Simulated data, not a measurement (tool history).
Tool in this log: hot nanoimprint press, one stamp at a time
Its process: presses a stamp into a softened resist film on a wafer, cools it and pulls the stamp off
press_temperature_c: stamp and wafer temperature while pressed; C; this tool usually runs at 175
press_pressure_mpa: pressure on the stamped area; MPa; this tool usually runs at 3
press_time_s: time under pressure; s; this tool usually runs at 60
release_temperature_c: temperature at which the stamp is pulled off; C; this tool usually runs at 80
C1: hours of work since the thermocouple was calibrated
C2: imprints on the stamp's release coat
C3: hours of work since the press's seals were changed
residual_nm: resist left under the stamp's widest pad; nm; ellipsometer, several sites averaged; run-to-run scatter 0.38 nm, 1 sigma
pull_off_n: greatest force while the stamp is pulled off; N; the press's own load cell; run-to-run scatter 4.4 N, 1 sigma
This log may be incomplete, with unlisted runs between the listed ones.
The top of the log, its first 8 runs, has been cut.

run 9 hour=206.8 | press_temperature_c=175 press_pressure_mpa=3 press_time_s=60 release_temperature_c=80 | C1=132 C2=678 C3=182 | residual_nm=154.7 pull_off_n=226
run 10 hour=225.2 | press_temperature_c=175 press_pressure_mpa=4.43 press_time_s=60 release_temperature_c=80 | C1=146 C2=730 C3=196 | residual_nm=126.5 pull_off_n=216
run 11 hour=242.9 | press_temperature_c=175 press_pressure_mpa=3 press_time_s=60 release_temperature_c=80 | C1=160 C2=781 C3=210 | residual_nm=154.4 pull_off_n=218
run 12 hour=265 | press_temperature_c=175 press_pressure_mpa=3 press_time_s=60 release_temperature_c=80 | C1=177 C2=844 C3=227 | residual_nm=154.7 pull_off_n=222
run 13 hour=296.5 | press_temperature_c=175 press_pressure_mpa=3 press_time_s=104 release_temperature_c=80 | C1=201 C2=934 C3=251 | residual_nm=125 pull_off_n=220
run 14 hour=325.1 | press_temperature_c=175 press_pressure_mpa=3 press_time_s=104 release_temperature_c=80 | C1=223 C2=1015 C3=273 | residual_nm=125.4 pull_off_n=214
run 15 hour=353.1 | press_temperature_c=175 press_pressure_mpa=3 press_time_s=60 release_temperature_c=80 | C1=244 C2=1095 C3=294 | residual_nm=155.3 pull_off_n=224
run 16 hour=382.9 | press_temperature_c=175 press_pressure_mpa=3 press_time_s=60 release_temperature_c=80 | C1=267 C2=1180 C3=317 | residual_nm=154.7 pull_off_n=221
run 17 hour=407 | press_temperature_c=175 press_pressure_mpa=3 press_time_s=60 release_temperature_c=80 | C1=286 C2=1249 C3=336 | residual_nm=155.3 pull_off_n=222
-- hour=420.1 stamp cleaned and given a new release coat
run 18 hour=448.4 | press_temperature_c=175 press_pressure_mpa=4.77 press_time_s=44 release_temperature_c=77 | C1=313 C2=81 C3=363 | residual_nm=138.8 pull_off_n=225
run 19 hour=467.5 | press_temperature_c=175 press_pressure_mpa=3 press_time_s=55 release_temperature_c=66 | C1=328 C2=136 C3=378 | residual_nm=160.5 pull_off_n=250
run 20 hour=492.7 | press_temperature_c=175 press_pressure_mpa=4.11 press_time_s=116 release_temperature_c=80 | C1=347 C2=208 C3=397 | residual_nm=102.6 pull_off_n=218
run 21 hour=518.8 | press_temperature_c=165 press_pressure_mpa=3 press_time_s=60 release_temperature_c=80 | C1=367 C2=282 C3=417 | residual_nm=207.9 pull_off_n=219
run 22 hour=541.5 | press_temperature_c=165 press_pressure_mpa=1.82 press_time_s=47 release_temperature_c=76 | C1=384 C2=347 C3=434 | residual_nm=263.1 pull_off_n=231
run 23 hour=558.2 | press_temperature_c=165 press_pressure_mpa=1.82 press_time_s=47 release_temperature_c=76 | C1=397 C2=395 C3=447 | residual_nm=263.1 pull_off_n=227
run 24 hour=575.1 | press_temperature_c=165 press_pressure_mpa=1.82 press_time_s=47 release_temperature_c=76 | C1=410 C2=443 C3=460 | residual_nm=263.9 pull_off_n=229
run 25 hour=594.8 | press_temperature_c=165 press_pressure_mpa=1.82 press_time_s=47 release_temperature_c=76 | C1=425 C2=499 C3=475 | residual_nm=264.7 pull_off_n=224
run 26 hour=617.4 | press_temperature_c=165 press_pressure_mpa=1.82 press_time_s=47 release_temperature_c=76 | C1=443 C2=564 C3=493 | residual_nm=264.7 pull_off_n=232
run 27 hour=644 | press_temperature_c=165 press_pressure_mpa=1.82 press_time_s=47 release_temperature_c=76 | C1=463 C2=640 C3=513 | residual_nm=263.3 pull_off_n=230
-- hour=672.8 plate thermocouple calibrated
run 28 hour=680.4 | press_temperature_c=165 press_pressure_mpa=1.82 press_time_s=47 release_temperature_c=76 | C1=6 C2=735 C3=539 | residual_nm=265.1 pull_off_n=226
run 29 hour=716.2 | press_temperature_c=165 press_pressure_mpa=1.82 press_time_s=47 release_temperature_c=76 | C1=33 C2=837 C3=566 | residual_nm=264.4 pull_off_n=234
run 30 hour=752.4 | press_temperature_c=165 press_pressure_mpa=1.82 press_time_s=34 release_temperature_c=84 | C1=61 C2=940 C3=594 | residual_nm=281.6 pull_off_n=209
run 31 hour=785 | press_temperature_c=165 press_pressure_mpa=1.82 press_time_s=34 release_temperature_c=84 | C1=86 C2=1033 C3=619 | residual_nm=283.1 pull_off_n=205

What if the next run were any one of these 3? Each begins from the tool's condition after run 31:
run A hour=800.9 | press_temperature_c=175 press_pressure_mpa=3 press_time_s=60 release_temperature_c=80 | C1=98 C2=1079 C3=631 | residual_nm=? pull_off_n=?
run B hour=800.9 | press_temperature_c=165 press_pressure_mpa=2.66 press_time_s=33 release_temperature_c=84 | C1=98 C2=1079 C3=631 | residual_nm=? pull_off_n=?
run C hour=800.9 | press_temperature_c=185 press_pressure_mpa=2.54 press_time_s=34 release_temperature_c=70 | C1=98 C2=1079 C3=631 | residual_nm=? pull_off_n=?

run=A residual_nm=156.9 pull_off_n=220
run=B residual_nm=257.3 pull_off_n=216
run=C residual_nm=159.1 pull_off_n=250
The same runs, with their run-to-run variation unchanged, on a tool lacking any hidden condition would have given:
run=A residual_nm=153.6 pull_off_n=218
run=B residual_nm=252.1 pull_off_n=214
run=C residual_nm=155.8 pull_off_n=247
